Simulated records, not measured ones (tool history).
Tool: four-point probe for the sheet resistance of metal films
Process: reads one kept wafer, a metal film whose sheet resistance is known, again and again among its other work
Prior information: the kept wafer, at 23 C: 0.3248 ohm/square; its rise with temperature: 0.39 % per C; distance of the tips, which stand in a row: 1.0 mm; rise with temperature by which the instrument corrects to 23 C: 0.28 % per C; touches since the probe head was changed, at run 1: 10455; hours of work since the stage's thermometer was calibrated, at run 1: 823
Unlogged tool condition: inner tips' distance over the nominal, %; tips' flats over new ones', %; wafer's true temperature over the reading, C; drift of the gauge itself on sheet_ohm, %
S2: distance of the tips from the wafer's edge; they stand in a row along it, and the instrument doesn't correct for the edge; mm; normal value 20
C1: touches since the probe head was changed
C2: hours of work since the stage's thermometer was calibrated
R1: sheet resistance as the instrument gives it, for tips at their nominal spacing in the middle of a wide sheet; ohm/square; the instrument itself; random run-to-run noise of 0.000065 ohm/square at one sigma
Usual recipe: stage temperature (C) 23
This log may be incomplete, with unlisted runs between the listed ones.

{"run": 1, "hour": 0.0, "stage temperature (C)": 23, "S2": 20, "C1": 10455, "C2": 823, "R1": 0.325557}
{"run": 2, "hour": 25.3, "stage temperature (C)": 23, "S2": 20, "C1": 10820, "C2": 834, "R1": 0.32546}
{"run": 3, "hour": 54.3, "stage temperature (C)": 23, "S2": 20, "C1": 11239, "C2": 846, "R1": 0.325579}
{"run": 4, "hour": 85.0, "stage temperature (C)": 23, "S2": 20, "C1": 11682, "C2": 859, "R1": 0.325536}
{"run": 5, "hour": 105.2, "stage temperature (C)": 27, "S2": 20, "C1": 11974, "C2": 868, "R1": 0.326841}
{"run": 6, "hour": 127.5, "stage temperature (C)": 24, "S2": 20, "C1": 12296, "C2": 877, "R1": 0.325932}
{"run": 7, "hour": 146.9, "stage temperature (C)": 24, "S2": 20, "C1": 12576, "C2": 885, "R1": 0.325907}
{"run": 8, "hour": 176.0, "stage temperature (C)": 24, "S2": 20, "C1": 12995, "C2": 898, "R1": 0.325813}
{"run": 9, "hour": 207.5, "stage temperature (C)": 24, "S2": 20, "C1": 13450, "C2": 911, "R1": 0.325915}
{"run": 10, "hour": 228.2, "stage temperature (C)": 24, "S2": 20, "C1": 13749, "C2": 920, "R1": 0.32593}
{"run": 11, "hour": 253.7, "stage temperature (C)": 29, "S2": 20, "C1": 14117, "C2": 930, "R1": 0.32755}
{"run": 12, "hour": 285.7, "stage temperature (C)": 23, "S2": 7, "C1": 14578, "C2": 944, "R1": 0.328699}
{"run": 13, "hour": 303.8, "stage temperature (C)": 23, "S2": 7, "C1": 14840, "C2": 951, "R1": 0.328752}
{"run": 14, "hour": 323.9, "stage temperature (C)": 22, "S2": 72, "C1": 15130, "C2": 960, "R1": 0.324834}
{"run": 15, "hour": 342.9, "stage temperature (C)": 26, "S2": 62, "C1": 15404, "C2": 968, "R1": 0.326222}
{"run": 16, "hour": 374.8, "stage temperature (C)": 30, "S2": 16, "C1": 15865, "C2": 981, "R1": 0.32816}
{"run": 17, "hour": 395.6, "stage temperature (C)": 30, "S2": 16, "C1": 16164, "C2": 990, "R1": 0.328278}
{"run": 18, "hour": 422.1, "stage temperature (C)": 30, "S2": 16, "C1": 16547, "C2": 1001, "R1": 0.328149}

Run by run, hidden condition taken away, random variation retained:
run=1 R1=0.325243
run=2 R1=0.325143
run=3 R1=0.325259
run=4 R1=0.325212
run=5 R1=0.326506
run=6 R1=0.325600
run=7 R1=0.325573
run=8 R1=0.325475
run=9 R1=0.325572
run=10 R1=0.325586
run=11 R1=0.327193
run=12 R1=0.328347
run=13 R1=0.328397
run=14 R1=0.324482
run=15 R1=0.325859
run=16 R1=0.327784
run=17 R1=0.327899
run=18 R1=0.327768
